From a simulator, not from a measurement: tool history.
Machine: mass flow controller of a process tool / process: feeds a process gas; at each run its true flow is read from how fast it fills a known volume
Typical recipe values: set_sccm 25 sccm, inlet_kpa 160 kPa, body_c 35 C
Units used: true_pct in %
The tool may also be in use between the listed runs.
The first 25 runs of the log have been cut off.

run     hour  set_sccm  inlet_kpa  body_c  true_pct
 26   6311.3        18        172      28    100.37
      6659.7  -- gauge calibrated
 27   6659.7        48        148      33    100.63
 28   6934.5        48        148      33    100.62
 29   7120.2        48        194      33    100.93
 30     7431        37        218      35    100.75
 31     7593        18        234      25     98.85
 32   7781.7        18        234      23     98.82
 33   7981.8        14        211      22     98.51
 34   8301.5        14        211      22     98.58
 35   8494.4        21        211      22     98.97
 36   8658.8        25        160      22     98.96
 37   8837.7        25        160      22      99.1
 38   9161.7        45        198      33    101.21
 39   9514.6        10        151      25     98.92
 40   9700.9        10        151      25     99.11
 41     9911        25        277      35    100.98
 42  10128.3        47        232      22    100.49
 43  10479.7        25        146      35    100.95

4 options for the next run, each taken on its own from the tool as it stands now. Forecast them:
  A  10637        21        160      27         ?
  B  10637        14        242      22         ?
  C  10637         7        160      24         ?
  D  10637         9        160      28         ?

run  true_pct
  A     99.79
  B     99.25
  C     98.83
  D     99.35
Take away the tool's hidden state, keep each run's random variation, and the runs would have read:
run  true_pct
  A     98.88
  B     98.35
  C     97.93
  D     98.45
